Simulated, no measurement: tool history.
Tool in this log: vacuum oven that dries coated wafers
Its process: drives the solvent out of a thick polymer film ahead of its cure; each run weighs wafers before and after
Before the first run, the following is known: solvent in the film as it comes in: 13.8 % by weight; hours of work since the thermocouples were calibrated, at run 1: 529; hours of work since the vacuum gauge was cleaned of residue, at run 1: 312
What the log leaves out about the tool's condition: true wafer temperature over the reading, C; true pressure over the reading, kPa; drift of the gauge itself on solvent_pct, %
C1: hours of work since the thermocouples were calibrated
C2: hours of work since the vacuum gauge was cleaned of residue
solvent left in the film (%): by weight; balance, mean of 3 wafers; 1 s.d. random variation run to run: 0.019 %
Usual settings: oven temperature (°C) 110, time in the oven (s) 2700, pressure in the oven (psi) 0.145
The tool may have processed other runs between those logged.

{"run": 1, "hour": 0.0, "oven temperature (°C)": 110, "time in the oven (s)": 2700, "pressure in the oven (psi)": 0.145, "C1": 529, "C2": 312, "solvent left in the film (%)": 1.02}
{"run": 2, "hour": 14.4, "oven temperature (°C)": 110, "time in the oven (s)": 2700, "pressure in the oven (psi)": 0.145, "C1": 540, "C2": 323, "solvent left in the film (%)": 1.03}
{"run": 3, "hour": 24.2, "oven temperature (°C)": 110, "time in the oven (s)": 2700, "pressure in the oven (psi)": 0.145, "C1": 548, "C2": 331, "solvent left in the film (%)": 1.05}
{"run": 4, "hour": 34.8, "oven temperature (°C)": 110, "time in the oven (s)": 2700, "pressure in the oven (psi)": 0.145, "C1": 556, "C2": 339, "solvent left in the film (%)": 1.06}
{"run": 5, "hour": 41.1, "oven temperature (°C)": 122, "time in the oven (s)": 2700, "pressure in the oven (psi)": 0.145, "C1": 561, "C2": 343, "solvent left in the film (%)": 0.24}
{"run": 6, "hour": 50.7, "oven temperature (°C)": 122, "time in the oven (s)": 2700, "pressure in the oven (psi)": 0.145, "C1": 568, "C2": 351, "solvent left in the film (%)": 0.25}
{"run": 7, "hour": 60.4, "oven temperature (°C)": 122, "time in the oven (s)": 2700, "pressure in the oven (psi)": 0.145, "C1": 576, "C2": 358, "solvent left in the film (%)": 0.25}
{"run": 8, "hour": 72.5, "oven temperature (°C)": 122, "time in the oven (s)": 2700, "pressure in the oven (psi)": 0.145, "C1": 585, "C2": 368, "solvent left in the film (%)": 0.24}
{"run": 9, "hour": 82.2, "oven temperature (°C)": 100, "time in the oven (s)": 2700, "pressure in the oven (psi)": 0.145, "C1": 592, "C2": 375, "solvent left in the film (%)": 2.89}
{"run": 10, "hour": 91.8, "oven temperature (°C)": 100, "time in the oven (s)": 2700, "pressure in the oven (psi)": 0.145, "C1": 600, "C2": 382, "solvent left in the film (%)": 2.97}
{"run": 11, "hour": 99.3, "oven temperature (°C)": 100, "time in the oven (s)": 2700, "pressure in the oven (psi)": 0.145, "C1": 605, "C2": 388, "solvent left in the film (%)": 2.96}
{"run": 12, "hour": 112.4, "oven temperature (°C)": 109, "time in the oven (s)": 2700, "pressure in the oven (psi)": 0.145, "C1": 615, "C2": 398, "solvent left in the film (%)": 1.15}
{"run": 13, "hour": 126.0, "oven temperature (°C)": 109, "time in the oven (s)": 2700, "pressure in the oven (psi)": 0.145, "C1": 626, "C2": 409, "solvent left in the film (%)": 1.17}
{"run": 14, "hour": 136.0, "oven temperature (°C)": 109, "time in the oven (s)": 2700, "pressure in the oven (psi)": 0.145, "C1": 633, "C2": 416, "solvent left in the film (%)": 1.19}
{"hour": 138.7, "done": "vacuum gauge cleaned of residue and calibrated"}
{"run": 15, "hour": 150.7, "oven temperature (°C)": 109, "time in the oven (s)": 2700, "pressure in the oven (psi)": 0.145, "C1": 644, "C2": 9, "solvent left in the film (%)": 1.14}
{"run": 16, "hour": 165.1, "oven temperature (°C)": 109, "time in the oven (s)": 2700, "pressure in the oven (psi)": 0.145, "C1": 655, "C2": 20, "solvent left in the film (%)": 1.16}
{"run": 17, "hour": 175.3, "oven temperature (°C)": 110, "time in the oven (s)": 2520, "pressure in the oven (psi)": 0.145, "C1": 662, "C2": 28, "solvent left in the film (%)": 1.18}
{"run": 18, "hour": 187.8, "oven temperature (°C)": 110, "time in the oven (s)": 2520, "pressure in the oven (psi)": 0.081, "C1": 672, "C2": 38, "solvent left in the film (%)": 1.07}
{"run": 19, "hour": 196.8, "oven temperature (°C)": 110, "time in the oven (s)": 2520, "pressure in the oven (psi)": 0.081, "C1": 679, "C2": 44, "solvent left in the film (%)": 1.07}
{"run": 20, "hour": 211.0, "oven temperature (°C)": 110, "time in the oven (s)": 2520, "pressure in the oven (psi)": 0.081, "C1": 690, "C2": 55, "solvent left in the film (%)": 1.09}
{"run": 21, "hour": 225.5, "oven temperature (°C)": 110, "time in the oven (s)": 2520, "pressure in the oven (psi)": 0.081, "C1": 701, "C2": 67, "solvent left in the film (%)": 1.09}
{"hour": 229.2, "done": "vacuum gauge cleaned of residue and calibrated, once more"}
{"run": 22, "hour": 234.5, "oven temperature (°C)": 110, "time in the oven (s)": 2520, "pressure in the oven (psi)": 0.081, "C1": 707, "C2": 4, "solvent left in the film (%)": 1.04}
{"run": 23, "hour": 249.8, "oven temperature (°C)": 105, "time in the oven (s)": 2700, "pressure in the oven (psi)": 0.145, "C1": 718, "C2": 16, "solvent left in the film (%)": 1.76}
{"run": 24, "hour": 260.9, "oven temperature (°C)": 110, "time in the oven (s)": 2700, "pressure in the oven (psi)": 0.194, "C1": 727, "C2": 24, "solvent left in the film (%)": 1.09}
{"run": 25, "hour": 275.8, "oven temperature (°C)": 110, "time in the oven (s)": 3900, "pressure in the oven (psi)": 0.109, "C1": 738, "C2": 36, "solvent left in the film (%)": 0.42}
{"run": 26, "hour": 283.9, "oven temperature (°C)": 108, "time in the oven (s)": 3900, "pressure in the oven (psi)": 0.373, "C1": 745, "C2": 42, "solvent left in the film (%)": 1.01}
{"run": 27, "hour": 290.4, "oven temperature (°C)": 96, "time in the oven (s)": 2220, "pressure in the oven (psi)": 0.373, "C1": 750, "C2": 47, "solvent left in the film (%)": 5.1}
{"run": 28, "hour": 301.5, "oven temperature (°C)": 106, "time in the oven (s)": 2700, "pressure in the oven (psi)": 0.145, "C1": 758, "C2": 55, "solvent left in the film (%)": 1.6}
{"run": 29, "hour": 316.4, "oven temperature (°C)": 95, "time in the oven (s)": 2700, "pressure in the oven (psi)": 0.119, "C1": 769, "C2": 67, "solvent left in the film (%)": 4.07}
{"run": 30, "hour": 326.7, "oven temperature (°C)": 110, "time in the oven (s)": 2700, "pressure in the oven (psi)": 0.148, "C1": 777, "C2": 75, "solvent left in the film (%)": 0.93}
{"run": 31, "hour": 341.5, "oven temperature (°C)": 113, "time in the oven (s)": 1740, "pressure in the oven (psi)": 0.2, "C1": 789, "C2": 86, "solvent left in the film (%)": 1.62}
{"run": 32, "hour": 349.7, "oven temperature (°C)": 113, "time in the oven (s)": 1740, "pressure in the oven (psi)": 0.2, "C1": 795, "C2": 92, "solvent left in the film (%)": 1.64}
{"run": 33, "hour": 363.0, "oven temperature (°C)": 110, "time in the oven (s)": 2700, "pressure in the oven (psi)": 0.421, "C1": 805, "C2": 103, "solvent left in the film (%)": 1.42}
{"run": 34, "hour": 371.8, "oven temperature (°C)": 110, "time in the oven (s)": 2700, "pressure in the oven (psi)": 0.421, "C1": 812, "C2": 109, "solvent left in the film (%)": 1.42}
{"run": 35, "hour": 381.3, "oven temperature (°C)": 101, "time in the oven (s)": 1860, "pressure in the oven (psi)": 0.194, "C1": 819, "C2": 117, "solvent left in the film (%)": 4.05}
{"hour": 389.9, "done": "oven's thermocouples calibrated"}
{"run": 36, "hour": 396.7, "oven temperature (°C)": 110, "time in the oven (s)": 1440, "pressure in the oven (psi)": 0.242, "C1": 5, "C2": 127, "solvent left in the film (%)": 3.2}
{"run": 37, "hour": 404.0, "oven temperature (°C)": 110, "time in the oven (s)": 2520, "pressure in the oven (psi)": 0.371, "C1": 11, "C2": 132, "solvent left in the film (%)": 1.69}
{"run": 38, "hour": 411.4, "oven temperature (°C)": 110, "time in the oven (s)": 2520, "pressure in the oven (psi)": 0.371, "C1": 17, "C2": 138, "solvent left in the film (%)": 1.65}
{"run": 39, "hour": 422.9, "oven temperature (°C)": 111, "time in the oven (s)": 4860, "pressure in the oven (psi)": 0.455, "C1": 25, "C2": 147, "solvent left in the film (%)": 0.91}
{"run": 40, "hour": 438.2, "oven temperature (°C)": 114, "time in the oven (s)": 4860, "pressure in the oven (psi)": 0.455, "C1": 37, "C2": 159, "solvent left in the film (%)": 0.79}
{"run": 41, "hour": 446.6, "oven temperature (°C)": 114, "time in the oven (s)": 4860, "pressure in the oven (psi)": 0.455, "C1": 43, "C2": 165, "solvent left in the film (%)": 0.77}
{"run": 42, "hour": 453.8, "oven temperature (°C)": 100, "time in the oven (s)": 1380, "pressure in the oven (psi)": 0.08, "C1": 49, "C2": 171, "solvent left in the film (%)": 5.64}
{"run": 43, "hour": 463.4, "oven temperature (°C)": 116, "time in the oven (s)": 2280, "pressure in the oven (psi)": 0.177, "C1": 56, "C2": 178, "solvent left in the film (%)": 0.78}
{"run": 44, "hour": 475.4, "oven temperature (°C)": 116, "time in the oven (s)": 2280, "pressure in the oven (psi)": 0.167, "C1": 66, "C2": 187, "solvent left in the film (%)": 0.79}
{"run": 45, "hour": 487.5, "oven temperature (°C)": 116, "time in the oven (s)": 2280, "pressure in the oven (psi)": 0.167, "C1": 75, "C2": 196, "solvent left in the film (%)": 0.76}
{"run": 46, "hour": 494.9, "oven temperature (°C)": 116, "time in the oven (s)": 2280, "pressure in the oven (psi)": 0.167, "C1": 81, "C2": 202, "solvent left in the film (%)": 0.77}
{"run": 47, "hour": 501.5, "oven temperature (°C)": 116, "time in the oven (s)": 2280, "pressure in the oven (psi)": 0.167, "C1": 86, "C2": 207, "solvent left in the film (%)": 0.75}
{"run": 48, "hour": 512.7, "oven temperature (°C)": 110, "time in the oven (s)": 3120, "pressure in the oven (psi)": 0.168, "C1": 94, "C2": 216, "solvent left in the film (%)": 0.87}

The logged runs with the hidden state left out (each run's random variation unchanged):
run=1 solvent_left_in_the_film_(%)=1.06
run=2 solvent_left_in_the_film_(%)=1.08
run=3 solvent_left_in_the_film_(%)=1.1
run=4 solvent_left_in_the_film_(%)=1.1
run=5 solvent_left_in_the_film_(%)=0.23
run=6 solvent_left_in_the_film_(%)=0.23
run=7 solvent_left_in_the_film_(%)=0.24
run=8 solvent_left_in_the_film_(%)=0.22
run=9 solvent_left_in_the_film_(%)=3.01
run=10 solvent_left_in_the_film_(%)=3.09
run=11 solvent_left_in_the_film_(%)=3.09
run=12 solvent_left_in_the_film_(%)=1.21
run=13 solvent_left_in_the_film_(%)=1.24
run=14 solvent_left_in_the_film_(%)=1.26
run=15 solvent_left_in_the_film_(%)=1.2
run=16 solvent_left_in_the_film_(%)=1.22
run=17 solvent_left_in_the_film_(%)=1.25
run=18 solvent_left_in_the_film_(%)=1.13
run=19 solvent_left_in_the_film_(%)=1.14
run=20 solvent_left_in_the_film_(%)=1.15
run=21 solvent_left_in_the_film_(%)=1.16
run=22 solvent_left_in_the_film_(%)=1.16
run=23 solvent_left_in_the_film_(%)=1.94
run=24 solvent_left_in_the_film_(%)=1.21
run=25 solvent_left_in_the_film_(%)=0.47
run=26 solvent_left_in_the_film_(%)=1.09
run=27 solvent_left_in_the_film_(%)=5.36
run=28 solvent_left_in_the_film_(%)=1.77
run=29 solvent_left_in_the_film_(%)=4.34
run=30 solvent_left_in_the_film_(%)=1.06
run=31 solvent_left_in_the_film_(%)=1.8
run=32 solvent_left_in_the_film_(%)=1.82
run=33 solvent_left_in_the_film_(%)=1.56
run=34 solvent_left_in_the_film_(%)=1.56
run=35 solvent_left_in_the_film_(%)=4.32
run=36 solvent_left_in_the_film_(%)=3.17
run=37 solvent_left_in_the_film_(%)=1.66
run=38 solvent_left_in_the_film_(%)=1.62
run=39 solvent_left_in_the_film_(%)=0.89
run=40 solvent_left_in_the_film_(%)=0.77
run=41 solvent_left_in_the_film_(%)=0.74
run=42 solvent_left_in_the_film_(%)=5.62
run=43 solvent_left_in_the_film_(%)=0.76
run=44 solvent_left_in_the_film_(%)=0.77
run=45 solvent_left_in_the_film_(%)=0.74
run=46 solvent_left_in_the_film_(%)=0.75
run=47 solvent_left_in_the_film_(%)=0.73
run=48 solvent_left_in_the_film_(%)=0.85
